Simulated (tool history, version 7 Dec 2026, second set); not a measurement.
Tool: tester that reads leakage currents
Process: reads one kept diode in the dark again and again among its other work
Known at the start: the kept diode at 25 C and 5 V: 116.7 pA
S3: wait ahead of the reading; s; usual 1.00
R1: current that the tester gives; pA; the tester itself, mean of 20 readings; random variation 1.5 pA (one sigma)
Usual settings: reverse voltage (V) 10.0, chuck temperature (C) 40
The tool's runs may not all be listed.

Run 1, hour 0.0: usual settings. Result: R1 499.11 pA.
Run 2, hour 78.7: usual settings. Result: R1 496.83 pA.
Run 3, hour 151.7: usual settings. Result: R1 496.19 pA.
Run 4, hour 233.6: usual settings but S3 2.40 s. Result: R1 494.46 pA.
Run 5, hour 331.0: usual settings but S3 2.40 s. Result: R1 496.97 pA.
Run 6, hour 468.8: usual settings but S3 5.52 s. Result: R1 495.82 pA.
Run 7, hour 552.6: usual settings but S3 5.52 s. Result: R1 497.13 pA.
Run 8, hour 706.1: usual settings but S3 7.99 s. Result: R1 495.72 pA.
Run 9, hour 823.7: usual settings but S3 7.99 s. Result: R1 493.44 pA.
Run 10, hour 962.0: usual settings but S3 7.99 s. Result: R1 494.88 pA.
Run 11, hour 1039.5: usual settings but S3 7.99 s. Result: R1 495.54 pA.
Run 12, hour 1170.2: usual settings but S3 7.99 s. Result: R1 495.10 pA.
Run 13, hour 1246.2: usual settings but S3 7.99 s. Result: R1 496.65 pA.
At hour 1360.0: probe card cleaned and baked.
Run 14, hour 1392.9: usual settings but S3 7.99 s. Result: R1 495.25 pA.
Run 15, hour 1483.4: usual settings but chuck temperature (C) 35, S3 7.99 s. Result: R1 343.42 pA.
Run 16, hour 1627.5: usual settings but chuck temperature (C) 59. Result: R1 1810.27 pA.
Run 17, hour 1702.0: usual settings but chuck temperature (C) 59, S3 3.08 s. Result: R1 1812.76 pA.
Run 18, hour 1831.0: usual settings but chuck temperature (C) 59, S3 1.67 s. Result: R1 1813.54 pA.
Run 19, hour 1928.5: usual settings. Result: R1 494.50 pA.
Run 20, hour 2064.2: usual settings. Result: R1 495.26 pA.
Run 21, hour 2194.4: usual settings but reverse voltage (V) 3.9. Result: R1 329.04 pA.
Run 22, hour 2274.2: usual settings but reverse voltage (V) 3.9. Result: R1 327.61 pA.
Run 23, hour 2390.5: usual settings but chuck temperature (C) 50. Result: R1 999.25 pA.
Run 24, hour 2468.7: usual settings but reverse voltage (V) 11.2, chuck temperature (C) 50. Result: R1 1053.61 pA.
Run 25, hour 2556.5: usual settings but reverse voltage (V) 11.2, chuck temperature (C) 50. Result: R1 1051.27 pA.
Run 26, hour 2654.2: usual settings but reverse voltage (V) 3.5, chuck temperature (C) 43. Result: R1 386.55 pA.
Run 27, hour 2791.3: usual settings but reverse voltage (V) 14.5, chuck temperature (C) 60, S3 0.71 s. Result: R1 2286.55 pA.
Run 28, hour 2874.0: usual settings but reverse voltage (V) 14.5, chuck temperature (C) 60, S3 0.71 s. Result: R1 2273.91 pA.
Run 29, hour 2985.7: usual settings but reverse voltage (V) 10.9, chuck temperature (C) 21, S3 0.33 s. Result: R1 124.48 pA.
Run 30, hour 3111.3: usual settings but reverse voltage (V) 3.6, chuck temperature (C) 54, S3 0.33 s. Result: R1 827.54 pA.
At hour 3120.9: chuck's temperature calibrated.
Run 31, hour 3249.8: usual settings but reverse voltage (V) 3.6, chuck temperature (C) 54, S3 0.33 s. Result: R1 835.68 pA.
At hour 3271.9: probe card cleaned and baked.
Run 32, hour 3331.7: usual settings but reverse voltage (V) 1.9, chuck temperature (C) 29, S3 1.78 s. Result: R1 103.97 pA.
At hour 3455.3: tester calibrated.
Run 33, hour 3471.9: usual settings but reverse voltage (V) 1.1, chuck temperature (C) 35, S3 0.31 s. Result: R1 129.98 pA.
Run 34, hour 3637.4: usual settings but reverse voltage (V) 3.1, chuck temperature (C) 56. Result: R1 892.10 pA.
Run 35, hour 3720.6: usual settings but reverse voltage (V) 3.1, chuck temperature (C) 32, S3 2.01 s. Result: R1 163.27 pA.
Run 36, hour 3839.5: usual settings but reverse voltage (V) 9.9, chuck temperature (C) 33, S3 2.01 s. Result: R1 294.90 pA.
Run 37, hour 3909.6: usual settings but reverse voltage (V) 9.9, chuck temperature (C) 33, S3 2.01 s. Result: R1 293.33 pA.
Run 38, hour 4008.2: usual settings but reverse voltage (V) 1.3, chuck temperature (C) 34, S3 0.43 s. Result: R1 128.87 pA.
Run 39, hour 4076.6: usual settings but reverse voltage (V) 8.6, chuck temperature (C) 39, S3 0.61 s. Result: R1 431.60 pA.

The same runs without the tool's hidden state, with the same run-to-run variation:
The hidden state here: stray current of the dirty probe card, pA a volt; current scale over the true one, %; true chuck temperature over the reading, C; drift of the gauge itself on leakage_pa, %.
run       R1
  1   499.23
  2   496.96
  3   496.33
  4   494.62
  5   497.14
  6   496.02
  7   497.34
  8   495.95
  9   493.69
 10   495.15
 11   495.82
 12   495.40
 13   496.97
 14   495.71
 15   343.75
 16  1811.95
 17  1814.49
 18  1815.36
 19   495.04
 20   495.82
 21   329.44
 22   328.02
 23  1000.48
 24  1054.93
 25  1052.61
 26   387.09
 27  2289.58
 28  2276.99
 29   124.58
 30   828.79
 31   835.87
 32   104.00
 33   130.01
 34   892.35
 35   163.32
 36   294.99
 37   293.42
 38   128.93
 39   431.78

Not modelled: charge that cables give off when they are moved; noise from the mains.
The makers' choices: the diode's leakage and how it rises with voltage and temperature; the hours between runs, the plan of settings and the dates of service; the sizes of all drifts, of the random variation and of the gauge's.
